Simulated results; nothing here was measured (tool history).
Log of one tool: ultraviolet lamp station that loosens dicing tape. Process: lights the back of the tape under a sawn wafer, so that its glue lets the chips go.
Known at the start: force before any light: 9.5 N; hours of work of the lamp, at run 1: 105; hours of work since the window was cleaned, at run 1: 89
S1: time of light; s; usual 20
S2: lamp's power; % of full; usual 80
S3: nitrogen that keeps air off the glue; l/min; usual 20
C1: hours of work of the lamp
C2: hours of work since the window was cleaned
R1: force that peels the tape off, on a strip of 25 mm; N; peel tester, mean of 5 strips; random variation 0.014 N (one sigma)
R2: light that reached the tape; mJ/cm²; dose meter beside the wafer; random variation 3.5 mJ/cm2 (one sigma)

| run | hour | S1 | S2 | S3 | C1 | C2 | R1 | R2 |
|---|---|---|---|---|---|---|---|---|
| 1 | 0.0 | 20 | 80 | 20 | 105 | 89 | 0.815 | 547 |
| 2 | 7.6 | 20 | 80 | 20 | 111 | 95 | 0.804 | 544 |
| 3 | 13.1 | 20 | 80 | 20 | 115 | 100 | 0.813 | 544 |
| 4 | 22.7 | 20 | 80 | 20 | 123 | 107 | 0.822 | 544 |
| 5 | 30.1 | 20 | 88 | 20 | 128 | 113 | 0.672 | 591 |
| 6 | 40.3 | 20 | 80 | 7 | 136 | 121 | 1.700 | 535 |
| 7 | 46.9 | 20 | 80 | 20 | 142 | 126 | 0.816 | 535 |
| 8 | 56.9 | 20 | 80 | 20 | 149 | 134 | 0.828 | 529 |
| 9 | 66.2 | 20 | 80 | 20 | 157 | 141 | 0.869 | 534 |
| 10 | 73.2 | 20 | 80 | 20 | 162 | 147 | 0.866 | 525 |
| 11 | 82.7 | 20 | 80 | 20 | 170 | 154 | 0.862 | 524 |
| 12 | 88.2 | 20 | 80 | 20 | 174 | 158 | 0.883 | 523 |
| 13 | 98.0 | 20 | 99 | 20 | 182 | 166 | 0.552 | 642 |
| 14 | 106.7 | 20 | 99 | 18 | 188 | 173 | 0.564 | 640 |
| 15 | 114.0 | 20 | 99 | 18 | 194 | 179 | 0.595 | 641 |
| 16 | 119.4 | 20 | 99 | 18 | 198 | 183 | 0.567 | 637 |
| 17 | 129.5 | 20 | 80 | 15 | 206 | 191 | 1.119 | 519 |
| 18 | 136.0 | 20 | 80 | 15 | 211 | 196 | 1.118 | 513 |
| 19 | 147.2 | 29 | 80 | 15 | 220 | 205 | 0.470 | 749 |
| 20 | 155.9 | 29 | 80 | 15 | 227 | 211 | 0.470 | 738 |
| 21 | 160.9 | 29 | 68 | 15 | 231 | 215 | 0.737 | 625 |
| 22 | 168.2 | 13 | 84 | 13 | 237 | 221 | 2.434 | 348 |
| 23 | 175.3 | 13 | 84 | 13 | 242 | 227 | 2.469 | 343 |
| 24 | 180.6 | 20 | 71 | 20 | 246 | 231 | 1.215 | 448 |
| 25 | 186.3 | 25 | 97 | 29 | 251 | 235 | 0.250 | 761 |
| 26 | 193.0 | 16 | 84 | 10 | 256 | 240 | 2.056 | 418 |
|  | 196.6 | window cleaned of glue's vapour |
| 27 | 199.9 | 16 | 80 | 14 | 261 | 3 | 2.098 | 381 |
| 28 | 209.4 | 10 | 89 | 18 | 268 | 10 | 2.850 | 264 |
| 29 | 218.9 | 13 | 80 | 20 | 276 | 17 | 2.345 | 305 |
| 30 | 229.7 | 13 | 80 | 20 | 284 | 26 | 2.348 | 304 |
| 31 | 235.3 | 22 | 75 | 37 | 289 | 30 | 0.704 | 479 |
| 32 | 244.4 | 22 | 66 | 37 | 296 | 37 | 1.006 | 420 |
|  | 255.2 | window cleaned of glue's vapour, once more |
| 33 | 255.2 | 15 | 65 | 36 | 304 | 0 | 1.560 | 337 |
| 34 | 264.2 | 20 | 74 | 20 | 311 | 7 | 0.890 | 518 |
| 35 | 271.4 | 20 | 74 | 20 | 316 | 13 | 0.916 | 509 |
| 36 | 279.1 | 12 | 61 | 12 | 322 | 19 | 3.520 | 254 |
| 37 | 284.8 | 10 | 61 | 14 | 327 | 23 | 3.915 | 211 |
| 38 | 293.6 | 10 | 61 | 14 | 334 | 30 | 4.096 | 211 |
| 39 | 300.9 | 10 | 61 | 14 | 340 | 36 | 3.967 | 208 |
| 40 | 309.4 | 10 | 61 | 14 | 346 | 42 | 4.156 | 206 |
| 41 | 315.6 | 10 | 61 | 14 | 351 | 47 | 4.164 | 206 |
| 42 | 322.0 | 20 | 64 | 10 | 356 | 52 | 2.027 | 435 |

4 ways to go on from here, each from the tool as it stands after run 42. What would each give?
| A | 329.6 | 20 | 64 | 19 | 362 | 58 | ? | ? |
| B | 329.6 | 12 | 97 | 9 | 362 | 58 | ? | ? |
| C | 329.6 | 13 | 63 | 29 | 362 | 58 | ? | ? |
| D | 329.6 | 20 | 99 | 20 | 362 | 58 | ? | ? |

| run | R1 | R2 |
|---|---|---|
| A | 1.366 | 428 |
| B | 2.364 | 388 |
| C | 2.355 | 272 |
| D | 0.478 | 660 |
Without the tool's hidden state the same runs would have given:
| run | R1 | R2 |
|---|---|---|
| A | 1.155 | 466 |
| B | 2.095 | 423 |
| C | 2.080 | 297 |
| D | 0.379 | 719 |
